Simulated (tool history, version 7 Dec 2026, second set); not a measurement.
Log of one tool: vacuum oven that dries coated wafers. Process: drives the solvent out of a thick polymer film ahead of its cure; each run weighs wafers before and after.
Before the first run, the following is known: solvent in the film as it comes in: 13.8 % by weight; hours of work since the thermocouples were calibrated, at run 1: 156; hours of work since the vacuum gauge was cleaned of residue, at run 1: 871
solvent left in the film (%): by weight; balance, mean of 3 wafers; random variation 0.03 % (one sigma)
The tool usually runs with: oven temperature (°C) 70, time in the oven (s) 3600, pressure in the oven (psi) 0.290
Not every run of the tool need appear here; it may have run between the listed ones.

run    hour  oven temperature (°C)  time in the oven (s)  pressure in the oven (psi)  hours of work since the thermocouples were calibrated  hours of work since the vacuum gauge was cleaned of residue  solvent left in the film (%)
  1     0.0                     70                  3600                       0.290                                                    156                                                          871                          1.88
  2    57.3                     70                  3600                       0.209                                                    179                                                          894                          1.64
  3   110.6                     70                  3600                       0.209                                                    201                                                          916                          1.65
  4   153.6                     70                  3600                       0.290                                                    218                                                          933                          1.92
  5   211.5                     69                  3600                       0.290                                                    242                                                          957                          2.10
  6   239.1                     70                  3600                       0.442                                                    253                                                          968                          2.47
  7   276.9                     70                  3600                       0.209                                                    269                                                          984                          1.56
  8   321.3                     70                  3600                       0.209                                                    287                                                         1002                          1.66
  9   361.2                     70                  3600                       0.290                                                    303                                                         1018                          1.95
 10   386.0                     70                  3600                       0.833                                                    313                                                         1028                          3.96
 11   429.2                     70                  3600                       0.833                                                    331                                                         1046                          3.92
 12   474.1                     77                  3600                       0.833                                                    349                                                         1064                          2.77
 13   529.3                     64                  3600                       0.290                                                    372                                                         1087                          2.93
 14   564.4                     64                  3600                       0.290                                                    386                                                         1101                          2.90
 15   618.4                     64                  3600                       0.290                                                    408                                                         1123                          2.89
      654.7  -- vacuum gauge cleaned of residue and calibrated
 16   665.9                     70                  2340                       0.290                                                    427                                                            5                          2.89
 17   708.4                     70                  2340                       0.290                                                    444                                                           22                          2.89
 18   741.9                     70                  2340                       0.290                                                    458                                                           36                          2.97
 19   784.1                     70                  2340                       0.290                                                    475                                                           53                          2.89
 20   819.2                     70                  2340                       0.290                                                    489                                                           67                          2.93
 21   872.7                     70                  2340                       0.290                                                    511                                                           89                          2.95
 22   908.5                     70                  3300                       0.290                                                    526                                                          103                          1.95
 23   966.6                     70                  3300                       0.290                                                    549                                                          127                          2.01
 24  1003.6                     70                  3300                       0.290                                                    564                                                          142                          2.05
 25  1058.9                     66                  2100                       0.734                                                    587                                                          165                          5.79
 26  1115.4                     66                  2100                       0.734                                                    610                                                          188                          5.67
 27  1174.6                     55                  4560                       0.734                                                    634                                                          212                          6.93
 28  1219.5                     74                  3180                       0.290                                                    652                                                          230                          1.60
 29  1276.4                     74                  3180                       0.290                                                    676                                                          253                          1.63
 30  1303.8                     74                  5100                       0.232                                                    687                                                          265                          0.99
 31  1334.7                     74                  5100                       0.232                                                    699                                                          277                          0.92
 32  1369.0                     61                  2580                       0.891                                                    713                                                          291                          7.12
 33  1422.4                     61                  2580                       0.891                                                    735                                                          313                          7.27
 34  1465.6                     61                  2580                       0.891                                                    753                                                          331                          7.23
 35  1503.8                     64                  3600                       0.386                                                    768                                                          346                          3.33
 36  1533.3                     70                  5700                       0.352                                                    780                                                          358                          1.61
 37  1571.1                     70                  5700                       0.352                                                    796                                                          374                          1.64
 38  1594.9                     81                  2100                       0.290                                                    806                                                          383                          1.61
 39  1633.4                     65                  4500                       0.290                                                    821                                                          399                          2.21
 40  1676.9                     70                  2700                       0.389                                                    839                                                          417                          2.85
 41  1733.8                     70                  3600                       0.371                                                    862                                                          440                          2.18
 42  1775.3                     58                  3600                       0.371                                                    879                                                          457                          4.63
 43  1805.7                     70                  3600                       1.153                                                    891                                                          469                          5.21
 44  1858.7                     73                  2640                       1.153                                                    913                                                          491                          4.94
 45  1902.9                     74                  4260                       0.640                                                    931                                                          509                          2.45
     1911.8  -- oven's thermocouples calibrated
 46  1948.5                     70                  2520                       1.156                                                     15                                                          527                          5.60

Branching from run 46: 3 alternative next runs. What would each branch give?
  A  1988.3                     56                  4320                       0.310                                                     31                                                          543                             ?
  B  1988.3                     55                  2520                       1.156                                                     31                                                          543                             ?
  C  1988.3                     61                  3600                       0.290                                                     31                                                          543                             ?

run  solvent left in the film (%)
  A                          3.94
  B                         10.33
  C                          3.25
With no hidden state in the tool, these same runs would have given:
run  solvent left in the film (%)
  A                          3.85
  B                         10.27
  C                          3.18
